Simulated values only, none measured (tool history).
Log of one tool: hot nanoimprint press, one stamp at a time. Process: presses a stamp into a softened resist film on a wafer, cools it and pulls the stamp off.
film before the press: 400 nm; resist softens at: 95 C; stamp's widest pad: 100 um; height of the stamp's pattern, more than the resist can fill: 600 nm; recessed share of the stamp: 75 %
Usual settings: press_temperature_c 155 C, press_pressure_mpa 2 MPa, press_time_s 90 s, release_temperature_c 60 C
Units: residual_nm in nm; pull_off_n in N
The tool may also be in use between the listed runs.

run,hour,press_temperature_c,press_pressure_mpa,press_time_s,release_temperature_c,residual_nm,pull_off_n
1,0,155,2,90,60,147.2,126
# hour 17: plate thermocouple calibrated
2,71.1,155,2,90,58,155.9,142
3,153.7,155,2,90,60,154.9,141
4,196.8,155,2,108,60,143.2,140
5,249.3,152,2,90,60,176.6,143
# hour 274.9: stamp cleaned and given a new release coat
6,304.4,152,2,90,60,176.1,127
7,377.1,152,2,90,60,177.2,137
8,437.3,155,2,90,60,154.6,138
9,488.7,144,2,90,60,250.5,143
# hour 548.3: stamp cleaned and given a new release coat
10,552.9,144,2,90,60,252.5,124
11,621,155,2,90,60,152.7,132
12,709.3,155,2,90,60,152.6,144
13,794.7,155,2,90,60,151.3,144
# hour 809.5: plate thermocouple calibrated
# hour 827.7: stamp cleaned and given a new release coat
14,884.8,155,1.4,90,60,188.6,134
15,943.8,155,1.9,90,46,161.4,197
16,1003.8,155,1.9,90,46,161.9,194
17,1064.7,155,1.9,90,46,162.3,194
# hour 1101.3: stamp cleaned and given a new release coat
18,1153.4,155,1.9,90,46,161.6,187
19,1231.5,155,1.9,90,46,161.6,189
20,1318.9,158,2.98,99,57,107.7,151
21,1360.5,146,1.72,90,60,249.1,141
# hour 1373.6: stamp cleaned and given a new release coat
22,1420.1,158,1.79,118,55,130.1,150
23,1492,158,1.79,118,46,128.8,188
24,1565.7,146,2,90,60,235.4,142
# hour 1611.4: plate thermocouple calibrated
25,1618.1,144,2,108,60,246.4,144
# hour 1647.8: stamp cleaned and given a new release coat
26,1678,152,1.45,90,60,211.2,130
# hour 1727.5: press's hydraulic seals changed and the load cell set to zero
27,1747.4,152,1.45,90,60,203.7,138
28,1835.8,152,1.45,90,60,206,139

Some steps in residual_nm between neighbouring runs. How much of each would the tool show without its hidden state too (settings, what came in, random variation), and how much is left for the hidden state, with any gauge scatter that isn't in both results?
The hidden state here: true temperature over the reading, C; pressure that arrives at the usual setting, %; grip of the stamp's worn release coat, % over a new coat's; drift of the gauge itself on residual_nm, %; drift of the gauge itself on pull_off_n, %.
Run 20 -> 21: press_temperature_c 158 -> 146, press_pressure_mpa 2.98 -> 1.72, press_time_s 99 -> 90, release_temperature_c 57 -> 60. residual_nm +141.4 nm: hidden state -2.5, all else +143.9.
Run 21 -> 22: press_temperature_c 146 -> 158, press_pressure_mpa 1.72 -> 1.79, press_time_s 90 -> 118, release_temperature_c 60 -> 55, stamp cleaned and given a new release coat. residual_nm -119 nm: hidden state -0.5, all else -118.5.
Run 24 -> 25: press_temperature_c 146 -> 144, press_time_s 90 -> 108, plate thermocouple calibrated. residual_nm +11 nm: hidden state +6.5, all else +4.5.
Run 26 -> 27: press's hydraulic seals changed and the load cell set to zero. residual_nm -7.5 nm: hidden state -7.8, all else +0.3.

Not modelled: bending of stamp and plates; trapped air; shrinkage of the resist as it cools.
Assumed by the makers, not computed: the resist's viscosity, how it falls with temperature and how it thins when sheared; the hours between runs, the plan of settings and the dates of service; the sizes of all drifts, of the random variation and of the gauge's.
